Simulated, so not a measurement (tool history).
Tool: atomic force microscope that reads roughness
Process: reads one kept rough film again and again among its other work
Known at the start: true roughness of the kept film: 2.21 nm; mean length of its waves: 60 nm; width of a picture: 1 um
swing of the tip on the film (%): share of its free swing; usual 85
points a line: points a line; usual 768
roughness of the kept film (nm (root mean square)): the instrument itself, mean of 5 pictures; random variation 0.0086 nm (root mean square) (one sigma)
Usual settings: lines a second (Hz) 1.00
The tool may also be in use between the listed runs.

run	hour	lines a second (Hz)	swing of the tip on the film (%)	points a line	roughness of the kept film (nm (root mean square))
1	0.0	1.00	85	768	1.911
2	14.7	1.00	85	355	1.915
3	35.0	1.00	85	355	1.911
4	48.4	1.00	85	284	1.907
5	70.5	1.00	85	284	1.897
# hour 80.6: new tip fitted
6	86.0	1.00	85	768	1.908
7	105.4	1.00	85	768	1.917
8	123.5	1.00	85	768	1.905
9	136.2	0.62	85	768	1.991
10	153.5	1.00	85	768	1.901
11	171.7	1.92	85	768	1.718
# hour 175.1: new tip fitted
12	190.5	1.92	85	768	1.726
13	213.4	1.92	85	768	1.739
14	229.1	1.00	85	298	1.902
15	241.9	1.00	85	298	1.911
16	254.8	1.00	71	768	2.036
# hour 269.5: new tip fitted
17	269.5	1.00	71	768	2.047
18	293.4	1.00	71	768	2.033
19	309.7	1.00	71	768	2.034
20	331.1	1.00	71	768	2.039
21	355.1	1.00	71	768	2.039
# hour 364.1: new tip fitted
22	376.3	0.52	85	768	2.031
23	395.9	1.00	85	629	1.904
24	415.1	1.00	85	768	1.909
25	431.4	1.00	85	768	1.903
26	455.5	1.00	85	571	1.900
# hour 459.3: new tip fitted
27	478.6	1.00	85	502	1.909
28	498.7	2.08	72	704	1.891
29	509.3	2.08	72	704	1.887
30	519.9	2.08	72	704	1.885
31	542.1	2.72	69	549	1.873
# hour 553.3: new tip fitted
32	559.0	1.00	84	716	1.914
33	570.1	1.00	85	599	1.924
34	590.3	3.61	66	719	1.834
35	609.8	3.61	66	719	1.841
36	626.2	1.19	68	744	2.035
37	645.3	1.19	68	744	2.032
# hour 647.6: new tip fitted
38	663.7	0.94	59	768	2.106
39	686.6	1.00	57	289	2.116
40	709.0	1.14	56	836	2.115
41	731.5	1.14	56	836	2.107
# hour 742.5: new tip fitted
42	743.3	1.14	56	836	2.108
43	764.2	1.00	62	545	2.105
44	774.2	1.31	80	890	1.914
45	792.5	1.84	80	890	1.829
46	803.9	2.35	85	789	1.638
47	816.2	2.35	85	789	1.647
48	829.8	1.72	87	260	1.728
# hour 837.9: new tip fitted
49	850.6	1.00	59	679	2.120

Some steps in roughness of the kept film (nm (root mean square)) between neighbouring runs. How much of each would the tool show without its hidden state too (settings, what came in, random variation), and how much is left for the hidden state, with any gauge scatter that isn't in both results?
The hidden state here: radius of the tip, nm; height scale over the true one, %; drift of the gauge itself on roughness_nm, %.
Run 5 -> 6: points a line 284 -> 768, new tip fitted. roughness of the kept film (nm (root mean square)) +0.011: hidden state +0.006, all else +0.005.
Run 16 -> 17: new tip fitted. roughness of the kept film (nm (root mean square)) +0.011: hidden state +0.007, all else +0.004.
Run 35 -> 36: lines a second (Hz) 3.61 -> 1.19, swing of the tip on the film (%) 66 -> 68, points a line 719 -> 744. roughness of the kept film (nm (root mean square)) +0.194: hidden state -0.001, all else +0.195.
Run 41 -> 42: new tip fitted. roughness of the kept film (nm (root mean square)) +0.001: hidden state +0.008, all else -0.007.
Run 43 -> 44: lines a second (Hz) 1.00 -> 1.31, swing of the tip on the film (%) 62 -> 80, points a line 545 -> 890. roughness of the kept film (nm (root mean square)) -0.191: hidden state -0.001, all else -0.190.
Run 48 -> 49: lines a second (Hz) 1.72 -> 1.00, swing of the tip on the film (%) 87 -> 59, points a line 260 -> 679, new tip fitted. roughness of the kept film (nm (root mean square)) +0.392: hidden state +0.005, all else +0.387.

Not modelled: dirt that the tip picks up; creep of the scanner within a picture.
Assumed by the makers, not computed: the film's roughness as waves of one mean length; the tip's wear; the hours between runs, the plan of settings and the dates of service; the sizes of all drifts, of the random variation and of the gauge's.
